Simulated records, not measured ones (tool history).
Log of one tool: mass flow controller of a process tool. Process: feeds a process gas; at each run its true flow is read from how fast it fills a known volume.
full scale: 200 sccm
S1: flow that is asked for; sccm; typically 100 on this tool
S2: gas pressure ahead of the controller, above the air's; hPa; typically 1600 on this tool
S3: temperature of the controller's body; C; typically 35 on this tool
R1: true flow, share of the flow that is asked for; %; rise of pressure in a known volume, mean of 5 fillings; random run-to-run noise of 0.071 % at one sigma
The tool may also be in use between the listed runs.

run,day,S1,S2,S3,R1
1,0,100,1600,35,98.06
2,11.117,96,1600,35,97.96
3,21.842,96,1600,35,97.94
4,30.258,96,1600,35,97.95
5,40.104,100,1600,35,97.87
# day 41.162: controller's zero set anew
6,46.017,62,1630,35,96.18
7,51.3,100,2250,34,97.43
8,60.783,99,1970,34,97.4
# day 68.208: controller's zero set anew, once more
9,69.904,99,1970,34,99.04
10,80.146,99,1970,34,98.99

5 options for the next run, each taken on its own from the tool as it stands now. Forecast them:
A,91.271,177,2470,29,?
B,91.271,21,2420,34,?
C,91.271,126,1600,35,?
D,91.271,99,1970,22,?
E,91.271,179,1900,34,?

run,R1
A,99.15
B,98.12
C,99.49
D,98.03
E,99.68
What these runs would have given with no unlogged condition in the tool:
run,R1
A,100.02
B,99.3
C,100.37
D,98.93
E,100.55
